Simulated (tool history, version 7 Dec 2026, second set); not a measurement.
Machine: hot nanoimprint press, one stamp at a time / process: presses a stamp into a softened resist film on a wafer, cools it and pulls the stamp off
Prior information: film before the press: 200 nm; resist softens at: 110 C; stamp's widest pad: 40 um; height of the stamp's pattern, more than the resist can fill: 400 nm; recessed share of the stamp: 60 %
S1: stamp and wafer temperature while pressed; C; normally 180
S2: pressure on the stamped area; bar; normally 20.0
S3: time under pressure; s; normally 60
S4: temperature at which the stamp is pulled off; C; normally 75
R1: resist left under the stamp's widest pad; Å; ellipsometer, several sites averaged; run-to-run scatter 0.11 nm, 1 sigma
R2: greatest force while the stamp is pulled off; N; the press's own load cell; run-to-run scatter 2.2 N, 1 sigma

run 1 hour=0.0 | S1=180 S2=20.0 S3=60 S4=75 | R1=1004 R2=95
run 2 hour=23.2 | S1=180 S2=20.0 S3=60 S4=75 | R1=1006 R2=95
run 3 hour=49.4 | S1=180 S2=20.0 S3=60 S4=75 | R1=1004 R2=95
run 4 hour=79.7 | S1=180 S2=20.0 S3=60 S4=75 | R1=1007 R2=95
run 5 hour=103.7 | S1=180 S2=20.0 S3=60 S4=75 | R1=1008 R2=98
run 6 hour=123.9 | S1=180 S2=20.0 S3=60 S4=75 | R1=1009 R2=97
run 7 hour=148.4 | S1=180 S2=20.0 S3=44 S4=75 | R1=1116 R2=93
run 8 hour=171.2 | S1=180 S2=20.0 S3=44 S4=75 | R1=1118 R2=93
run 9 hour=190.5 | S1=180 S2=20.6 S3=44 S4=75 | R1=1101 R2=95
run 10 hour=222.8 | S1=180 S2=20.6 S3=44 S4=75 | R1=1104 R2=96
run 11 hour=242.9 | S1=169 S2=22.7 S3=91 S4=72 | R1=1120 R2=101
run 12 hour=274.4 | S1=169 S2=22.7 S3=67 S4=68 | R1=1229 R2=106
run 13 hour=292.4 | S1=190 S2=22.7 S3=67 S4=68 | R1=713 R2=104
run 14 hour=313.5 | S1=187 S2=21.8 S3=67 S4=68 | R1=786 R2=104
run 15 hour=338.5 | S1=187 S2=21.8 S3=67 S4=68 | R1=786 R2=107
-- hour=360.5 stamp cleaned and given a new release coat
run 16 hour=362.5 | S1=174 S2=19.1 S3=117 S4=72 | R1=975 R2=102
-- hour=385.8 plate thermocouple calibrated
run 17 hour=395.6 | S1=173 S2=12.9 S3=60 S4=80 | R1=1436 R2=92

Pick out some run-to-run changes in R1. Of each, how much would a tool without hidden state show as well, from the settings, what came in and chance, and how much is left for the hidden state and any gauge scatter not in both results compared?
Hidden conditions of the tool in this case: true temperature over the reading, C; pressure that arrives at the usual setting, %; grip of the stamp's worn release coat, % over a new coat's; drift of the gauge itself on residual_nm, %; drift of the gauge itself on pull_off_n, %.
Run 12 -> 13: S1 169 -> 190. R1 -516 Å: hidden state -6, all else -510.
Run 16 -> 17: S1 174 -> 173, S2 19.1 -> 12.9, S3 117 -> 60, S4 72 -> 80, plate thermocouple calibrated. R1 +461 Å: hidden state +8, all else +453.

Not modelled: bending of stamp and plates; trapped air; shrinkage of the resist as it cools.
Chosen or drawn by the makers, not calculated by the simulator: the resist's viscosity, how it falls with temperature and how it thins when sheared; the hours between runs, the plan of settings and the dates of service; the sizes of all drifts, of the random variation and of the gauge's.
